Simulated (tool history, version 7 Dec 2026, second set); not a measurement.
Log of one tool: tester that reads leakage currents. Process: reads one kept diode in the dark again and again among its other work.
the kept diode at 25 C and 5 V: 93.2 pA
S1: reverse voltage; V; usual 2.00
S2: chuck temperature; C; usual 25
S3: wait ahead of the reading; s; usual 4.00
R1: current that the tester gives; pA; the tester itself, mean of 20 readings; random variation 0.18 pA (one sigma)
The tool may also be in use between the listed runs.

run     day     S1  S2    S3      R1
  1   0.000   2.00  25  4.00   57.15
  2   2.204   2.00  25  2.02   57.30
  3   4.442   2.00  25  4.00   57.54
  4   6.729   2.00  25  4.00   57.69
  5   8.500   2.00  25  4.00   57.28
  6   9.762   2.00  25  4.00   57.26
  7  11.112   2.00  25  4.00   57.14
  8  13.058   2.00  25  4.00   57.15
  9  14.875   2.00  25  4.00   57.47
 10  15.812   2.00  25  5.08   57.15
 11  17.617   2.00  51  4.00  333.37
 12  19.750   2.00  26  4.00   61.96
 13  22.038   4.06  25  4.00   83.50
 14  23.500   5.42  25  4.00   98.05
 15  25.508   5.42  25  4.00   98.18
 16  27.333   5.42  25  4.00   97.72
 17  29.517   5.42  25  4.00   98.42
 18  31.275   5.42  25  4.00   97.78
 19  33.342   5.42  25  4.00   98.05
 20  34.862   2.00  25  0.58   58.33
 21  36.442   5.78  25  8.78  101.34
 22  38.338  12.63  26  0.45  177.29
 23  40.533   8.48  36  4.03  271.55
 24  42.625   4.78  36  2.52  198.86
 25  43.704   4.78  25  2.28   91.58
 26  44.683   1.92  25  4.39   55.94
 27  46.767   1.92  25  3.32   55.83
 28  48.779  12.05  25  3.16  151.61
 29  51.071   2.00  25  2.31   57.55
     51.433  -- chuck's temperature calibrated
 30  53.425   2.00  46  1.40  241.14
 31  55.592   2.00  45  1.40  226.24
 32  56.900  18.83  25  0.91  198.23
 33  58.458   4.89  38  4.00  230.25
 34  60.250   4.89  38  4.00  231.57
 35  62.154  13.08  31  4.43  241.57
 36  63.708  13.08  31  4.43  241.81
 37  64.688   1.39  31  4.43   72.82
 38  65.854   1.39  22  2.28   37.76
 39  67.467   1.39  22  2.28   37.86
 40  68.625   7.32  25  4.00  115.22

Hidden state or all else? Some run-to-run changes of R1, split into what the settings, what came in and random variation would give without the hidden state, and what is left for the hidden state (with any gauge scatter that isn't in both results):
The hidden state here: stray current of the dirty probe card, pA a volt; current scale over the true one, %; true chuck temperature over the reading, C; drift of the gauge itself on leakage_pa, %.
Run 10 -> 11: S2 25 -> 51, S3 5.08 -> 4.00. R1 +276.22 pA: hidden state +0.12, all else +276.10.
Run 11 -> 12: S2 51 -> 26. R1 -271.41 pA: hidden state -0.11, all else -271.30.
Run 27 -> 28: S1 1.92 -> 12.05, S3 3.32 -> 3.16. R1 +95.78 pA: hidden state +0.12, all else +95.66.
Run 28 -> 29: S1 12.05 -> 2.00, S3 3.16 -> 2.31. R1 -94.06 pA: hidden state -0.13, all else -93.93.
Run 29 -> 30: S2 25 -> 46, S3 2.31 -> 1.40, chuck's temperature calibrated. R1 +183.59 pA: hidden state -0.03, all else +183.62.
